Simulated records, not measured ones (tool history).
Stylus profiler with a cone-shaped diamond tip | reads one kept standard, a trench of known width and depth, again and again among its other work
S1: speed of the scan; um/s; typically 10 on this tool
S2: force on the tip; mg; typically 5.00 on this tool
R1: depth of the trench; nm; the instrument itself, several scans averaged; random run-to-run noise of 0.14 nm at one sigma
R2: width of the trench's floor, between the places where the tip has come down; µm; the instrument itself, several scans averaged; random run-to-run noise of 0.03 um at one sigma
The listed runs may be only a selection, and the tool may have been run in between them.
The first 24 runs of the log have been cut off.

Run 25, day 36.075: usual settings but S1 18 um/s, S2 3.65 mg. Result: R1 509.29 nm, R2 95.12 µm.
Run 26, day 37.504: usual settings but S1 18 um/s, S2 3.65 mg. Result: R1 509.18 nm, R2 95.05 µm.
Run 27, day 38.575: usual settings but S1 11 um/s. Result: R1 511.42 nm, R2 95.11 µm.
Run 28, day 39.562: usual settings but S1 7 um/s, S2 1.69 mg. Result: R1 505.29 nm, R2 95.11 µm.
Run 29, day 40.875: usual settings but S1 7 um/s, S2 1.69 mg. Result: R1 505.30 nm, R2 95.11 µm.
Run 30, day 42.821: usual settings but S1 7 um/s, S2 1.69 mg. Result: R1 505.20 nm, R2 95.10 µm.
Run 31, day 44.367: usual settings but S1 36 um/s, S2 7.30 mg. Result: R1 514.63 nm, R2 95.06 µm.
Run 32, day 45.808: usual settings but S1 4 um/s, S2 6.34 mg. Result: R1 513.01 nm, R2 95.08 µm.
Run 33, day 47.279: usual settings but S1 4 um/s, S2 6.34 mg. Result: R1 513.04 nm, R2 95.18 µm.
Run 34, day 48.804: usual settings but S1 5 um/s, S2 2.22 mg. Result: R1 506.37 nm, R2 95.10 µm.
Run 35, day 50.533: usual settings but S1 2 um/s. Result: R1 511.06 nm, R2 95.08 µm.
Run 36, day 51.962: usual settings but S1 4 um/s, S2 3.95 mg. Result: R1 509.36 nm, R2 95.10 µm.
Run 37, day 53.042: usual settings but S2 5.97 mg. Result: R1 512.61 nm, R2 95.08 µm.
Run 38, day 53.846: usual settings but S1 20 um/s, S2 1.68 mg. Result: R1 504.89 nm, R2 94.98 µm.
Run 39, day 55.100: usual settings but S1 25 um/s, S2 2.39 mg. Result: R1 506.38 nm, R2 94.98 µm.
Run 40, day 56.879: usual settings but S1 15 um/s, S2 2.63 mg. Result: R1 506.85 nm, R2 95.06 µm.
Run 41, day 58.012: usual settings but S1 12 um/s, S2 1.88 mg. Result: R1 505.59 nm, R2 95.02 µm.
Run 42, day 59.133: usual settings but S1 33 um/s, S2 5.12 mg. Result: R1 511.26 nm, R2 94.95 µm.
Run 43, day 60.058: usual settings but S1 33 um/s, S2 5.12 mg. Result: R1 511.08 nm, R2 94.99 µm.
Run 44, day 61.904: usual settings but S1 9 um/s, S2 2.17 mg. Result: R1 506.03 nm, R2 94.96 µm.
Run 45, day 63.117: usual settings but S1 28 um/s, S2 10.25 mg. Result: R1 517.86 nm, R2 95.00 µm.
Run 46, day 64.583: usual settings but S1 24 um/s, S2 6.65 mg. Result: R1 513.22 nm, R2 95.02 µm.

Each row is a separate what-if for the run after 46, all from the same tool condition, not one after another. Results?
Run A, day 65.900: usual settings but S2 4.69 mg. Result: R1 ?, R2 ?.
Run B, day 65.900: usual settings but S2 7.61 mg. Result: R1 ?, R2 ?.
Run C, day 65.900: usual settings but S1 2 um/s, S2 2.02 mg. Result: R1 ?, R2 ?.
Run D, day 65.900: usual settings but S1 5 um/s, S2 11.28 mg. Result: R1 ?, R2 ?.

run      R1     R2
  A  510.17  95.01
  B  514.86  95.05
  C  505.38  95.02
  D  519.51  95.02
Without the tool's hidden state the same runs would have given:
run      R1     R2
  A  511.09  95.60
  B  515.78  95.64
  C  506.29  95.62
  D  520.44  95.62
